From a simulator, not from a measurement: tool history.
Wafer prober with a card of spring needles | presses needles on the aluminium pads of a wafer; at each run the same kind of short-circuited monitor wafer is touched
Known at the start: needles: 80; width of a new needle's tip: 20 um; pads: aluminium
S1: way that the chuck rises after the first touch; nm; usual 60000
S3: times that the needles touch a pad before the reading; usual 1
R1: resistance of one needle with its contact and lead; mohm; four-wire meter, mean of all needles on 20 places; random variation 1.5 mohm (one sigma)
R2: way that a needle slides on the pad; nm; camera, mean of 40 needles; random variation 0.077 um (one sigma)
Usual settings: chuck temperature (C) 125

Run 1, hour 0.0: usual settings. Result: R1 315 mohm, R2 15550 nm.
Run 2, hour 5.1: usual settings. Result: R1 354 mohm, R2 15480 nm.
At hour 9.0: tips cleaned on abrasive film.
Run 3, hour 11.1: usual settings. Result: R1 213 mohm, R2 15510 nm.
Run 4, hour 20.5: usual settings but S1 63000 nm. Result: R1 311 mohm, R2 16230 nm.
At hour 28.4: tips cleaned on abrasive film.
Run 5, hour 30.5: usual settings but S1 63000 nm. Result: R1 201 mohm, R2 16270 nm.
Run 6, hour 34.7: usual settings but S1 72000 nm. Result: R1 228 mohm, R2 18630 nm.
Run 7, hour 38.8: usual settings but S1 51000 nm, S3 3. Result: R1 235 mohm, R2 13080 nm.
At hour 47.5: tips cleaned on abrasive film.
Run 8, hour 47.5: usual settings but S1 51000 nm, S3 3. Result: R1 154 mohm, R2 13180 nm.
Run 9, hour 54.5: usual settings but S1 51000 nm, S3 3. Result: R1 211 mohm, R2 13060 nm.
Run 10, hour 63.8: usual settings but S1 69000 nm, S3 2. Result: R1 235 mohm, R2 17850 nm.
At hour 66.9: tips cleaned on abrasive film.
Run 11, hour 72.3: usual settings but S1 72000 nm, chuck temperature (C) 44, S3 2. Result: R1 180 mohm, R2 18540 nm.

The same runs without the tool's hidden state, with the same run-to-run variation:
The hidden state here: debris on the tips, nm; way that the needles fall short of the set height, um; tips' diameter, um; drift of the gauge itself on contact_mohm, %; drift of the gauge itself on scrub_um, %.
run   R1     R2
  1  138  15890
  2  137  15820
  3  138  15880
  4  137  16590
  5  135  16670
  6  130  19030
  7  144  13480
  8  144  13610
  9  144  13480
 10  132  18270
 11  119  18990
